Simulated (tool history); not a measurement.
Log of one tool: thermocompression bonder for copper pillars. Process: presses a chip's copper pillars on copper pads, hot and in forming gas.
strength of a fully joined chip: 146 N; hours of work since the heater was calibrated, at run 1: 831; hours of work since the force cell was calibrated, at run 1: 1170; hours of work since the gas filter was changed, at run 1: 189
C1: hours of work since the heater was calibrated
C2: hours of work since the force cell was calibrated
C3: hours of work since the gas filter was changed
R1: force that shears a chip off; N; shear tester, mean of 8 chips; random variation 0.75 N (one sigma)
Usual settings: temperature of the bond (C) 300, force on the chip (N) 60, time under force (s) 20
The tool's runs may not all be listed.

{"run": 1, "hour": 0.0, "temperature of the bond (C)": 300, "force on the chip (N)": 60, "time under force (s)": 20, "C1": 831, "C2": 1170, "C3": 189, "R1": 87.9}
{"run": 2, "hour": 58.1, "temperature of the bond (C)": 300, "force on the chip (N)": 60, "time under force (s)": 20, "C1": 859, "C2": 1198, "C3": 217, "R1": 89.0}
{"run": 3, "hour": 131.9, "temperature of the bond (C)": 300, "force on the chip (N)": 60, "time under force (s)": 20, "C1": 895, "C2": 1233, "C3": 253, "R1": 84.2}
{"run": 4, "hour": 168.8, "temperature of the bond (C)": 310, "force on the chip (N)": 60, "time under force (s)": 20, "C1": 913, "C2": 1251, "C3": 271, "R1": 93.5}
{"hour": 187.0, "done": "force cell calibrated"}
{"run": 5, "hour": 228.7, "temperature of the bond (C)": 310, "force on the chip (N)": 60, "time under force (s)": 20, "C1": 941, "C2": 20, "C3": 299, "R1": 90.1}
{"run": 6, "hour": 290.9, "temperature of the bond (C)": 302, "force on the chip (N)": 71, "time under force (s)": 15, "C1": 971, "C2": 50, "C3": 329, "R1": 83.8}
{"hour": 345.6, "done": "forming gas filter changed"}
{"run": 7, "hour": 346.0, "temperature of the bond (C)": 321, "force on the chip (N)": 74, "time under force (s)": 45, "C1": 997, "C2": 77, "C3": 0, "R1": 132.7}
{"run": 8, "hour": 407.1, "temperature of the bond (C)": 321, "force on the chip (N)": 74, "time under force (s)": 45, "C1": 1027, "C2": 106, "C3": 30, "R1": 134.4}
{"run": 9, "hour": 454.4, "temperature of the bond (C)": 286, "force on the chip (N)": 41, "time under force (s)": 13, "C1": 1050, "C2": 129, "C3": 52, "R1": 49.4}
{"run": 10, "hour": 513.6, "temperature of the bond (C)": 286, "force on the chip (N)": 41, "time under force (s)": 13, "C1": 1078, "C2": 157, "C3": 81, "R1": 48.5}

5 ways to go on from here, each from the tool as it stands after run 10. What would each give?
{"run": "A", "hour": 564.7, "temperature of the bond (C)": 286, "force on the chip (N)": 63, "time under force (s)": 13, "C1": 1103, "C2": 182, "C3": 106, "R1": "?"}
{"run": "B", "hour": 564.7, "temperature of the bond (C)": 275, "force on the chip (N)": 41, "time under force (s)": 13, "C1": 1103, "C2": 182, "C3": 106, "R1": "?"}
{"run": "C", "hour": 564.7, "temperature of the bond (C)": 286, "force on the chip (N)": 82, "time under force (s)": 13, "C1": 1103, "C2": 182, "C3": 106, "R1": "?"}
{"run": "D", "hour": 564.7, "temperature of the bond (C)": 320, "force on the chip (N)": 41, "time under force (s)": 13, "C1": 1103, "C2": 182, "C3": 106, "R1": "?"}
{"run": "E", "hour": 564.7, "temperature of the bond (C)": 303, "force on the chip (N)": 82, "time under force (s)": 13, "C1": 1103, "C2": 182, "C3": 106, "R1": "?"}

run=A R1=67.1
run=B R1=41.0
run=C R1=80.8
run=D R1=74.4
run=E R1=97.5
Without the tool's hidden state the same runs would have given:
run=A R1=63.1
run=B R1=37.7
run=C R1=76.7
run=D R1=70.9
run=E R1=94.2
